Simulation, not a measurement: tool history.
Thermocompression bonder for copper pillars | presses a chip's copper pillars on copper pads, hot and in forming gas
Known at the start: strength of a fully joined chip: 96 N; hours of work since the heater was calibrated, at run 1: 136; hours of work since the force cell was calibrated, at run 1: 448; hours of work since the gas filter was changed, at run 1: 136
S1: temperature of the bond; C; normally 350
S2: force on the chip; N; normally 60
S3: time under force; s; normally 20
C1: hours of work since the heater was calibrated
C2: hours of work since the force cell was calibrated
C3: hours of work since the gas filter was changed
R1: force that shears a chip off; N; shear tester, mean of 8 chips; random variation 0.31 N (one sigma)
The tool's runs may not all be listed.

run 1 day=0 | S1=350 S2=60 S3=20 | C1=136 C2=448 C3=136 | R1=59.7
run 2 day=0.579 | S1=350 S2=60 S3=20 | C1=144 C2=457 C3=144 | R1=60
-- day=0.746 forming gas filter changed
run 3 day=1.354 | S1=350 S2=60 S3=20 | C1=155 C2=467 C3=9 | R1=60.2
run 4 day=1.896 | S1=350 S2=60 S3=20 | C1=163 C2=475 C3=16 | R1=60.8
run 5 day=2.608 | S1=350 S2=60 S3=20 | C1=173 C2=485 C3=27 | R1=60.5
run 6 day=3.262 | S1=350 S2=60 S3=11 | C1=182 C2=495 C3=36 | R1=50.5
run 7 day=3.779 | S1=350 S2=60 S3=20 | C1=190 C2=502 C3=43 | R1=60.4
run 8 day=4.25 | S1=350 S2=60 S3=30 | C1=196 C2=509 C3=50 | R1=68
run 9 day=5.017 | S1=350 S2=60 S3=30 | C1=207 C2=520 C3=61 | R1=68.2
run 10 day=5.55 | S1=350 S2=60 S3=30 | C1=215 C2=527 C3=69 | R1=67
run 11 day=6.333 | S1=350 S2=60 S3=30 | C1=226 C2=539 C3=80 | R1=67.8
run 12 day=7.008 | S1=350 S2=60 S3=30 | C1=236 C2=548 C3=89 | R1=68.3
run 13 day=7.421 | S1=350 S2=60 S3=30 | C1=242 C2=554 C3=95 | R1=68.6
run 14 day=8.262 | S1=350 S2=53 S3=20 | C1=254 C2=566 C3=107 | R1=56.7
run 15 day=8.867 | S1=366 S2=52 S3=20 | C1=262 C2=575 C3=116 | R1=64.3
run 16 day=9.329 | S1=346 S2=46 S3=11 | C1=269 C2=581 C3=123 | R1=40.7
run 17 day=9.721 | S1=346 S2=46 S3=11 | C1=275 C2=587 C3=128 | R1=40.7
run 18 day=10.125 | S1=362 S2=41 S3=37 | C1=280 C2=593 C3=134 | R1=65.4
run 19 day=10.783 | S1=362 S2=41 S3=37 | C1=290 C2=602 C3=143 | R1=65.6
-- day=11.033 forming gas filter changed
run 20 day=11.571 | S1=326 S2=56 S3=20 | C1=301 C2=613 C3=8 | R1=47.6
run 21 day=12.075 | S1=350 S2=44 S3=36 | C1=308 C2=620 C3=15 | R1=61.4
run 22 day=12.608 | S1=344 S2=47 S3=33 | C1=316 C2=628 C3=23 | R1=59.7
run 23 day=13.083 | S1=350 S2=55 S3=20 | C1=322 C2=635 C3=29 | R1=58.8
run 24 day=13.833 | S1=350 S2=55 S3=20 | C1=333 C2=646 C3=40 | R1=58.9
run 25 day=14.533 | S1=350 S2=55 S3=20 | C1=343 C2=656 C3=50 | R1=58.9
run 26 day=14.95 | S1=355 S2=57 S3=11 | C1=349 C2=661 C3=56 | R1=51.8

Predict the results of run 27:
run 27 day=15.562 | S1=355 S2=38 S3=23 | C1=358 C2=670 C3=65 | R1=?

R1: 51.3 N
Had the tool carried no hidden state, the very same run would have given R1 50 N.

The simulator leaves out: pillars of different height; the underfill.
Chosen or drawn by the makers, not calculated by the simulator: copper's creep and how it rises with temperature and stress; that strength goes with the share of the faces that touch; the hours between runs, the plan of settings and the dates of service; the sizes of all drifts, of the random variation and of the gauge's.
